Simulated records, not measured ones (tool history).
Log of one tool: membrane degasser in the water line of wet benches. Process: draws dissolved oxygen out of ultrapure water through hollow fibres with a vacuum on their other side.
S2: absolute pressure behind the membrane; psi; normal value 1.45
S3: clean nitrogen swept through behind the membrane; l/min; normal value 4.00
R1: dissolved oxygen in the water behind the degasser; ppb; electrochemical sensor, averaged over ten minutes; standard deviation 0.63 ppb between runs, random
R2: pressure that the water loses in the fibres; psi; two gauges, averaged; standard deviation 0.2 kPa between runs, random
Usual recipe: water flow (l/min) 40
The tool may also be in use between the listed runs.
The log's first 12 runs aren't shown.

run 13 hour=969.1 | water_flow_(l/min)=40 S2=1.45 S3=4.00 | R1=169.8 R2=6.850
run 14 hour=1044.0 | water_flow_(l/min)=43 S2=1.45 S3=4.00 | R1=185.3 R2=7.377
run 15 hour=1137.9 | water_flow_(l/min)=43 S2=2.12 S3=4.00 | R1=296.0 R2=7.406
run 16 hour=1205.3 | water_flow_(l/min)=40 S2=1.45 S3=3.17 | R1=208.4 R2=6.846
run 17 hour=1289.2 | water_flow_(l/min)=24 S2=2.51 S3=2.02 | R1=380.4 R2=4.144
run 18 hour=1378.6 | water_flow_(l/min)=40 S2=1.55 S3=3.58 | R1=205.3 R2=6.911
run 19 hour=1478.9 | water_flow_(l/min)=27 S2=1.32 S3=4.07 | R1=98.9 R2=4.667
run 20 hour=1570.2 | water_flow_(l/min)=27 S2=1.06 S3=8.37 | R1=36.4 R2=4.650

What does the tool deliver on the next run?
run 21 hour=1669.1 | water_flow_(l/min)=40 S2=3.36 S3=7.67 | R1=? R2=?

R1: 260.6 ppb
R2: 6.931 psi
With no hidden state in the tool, this same run would have given R1 257.5 ppb, R2 6.857 psi.
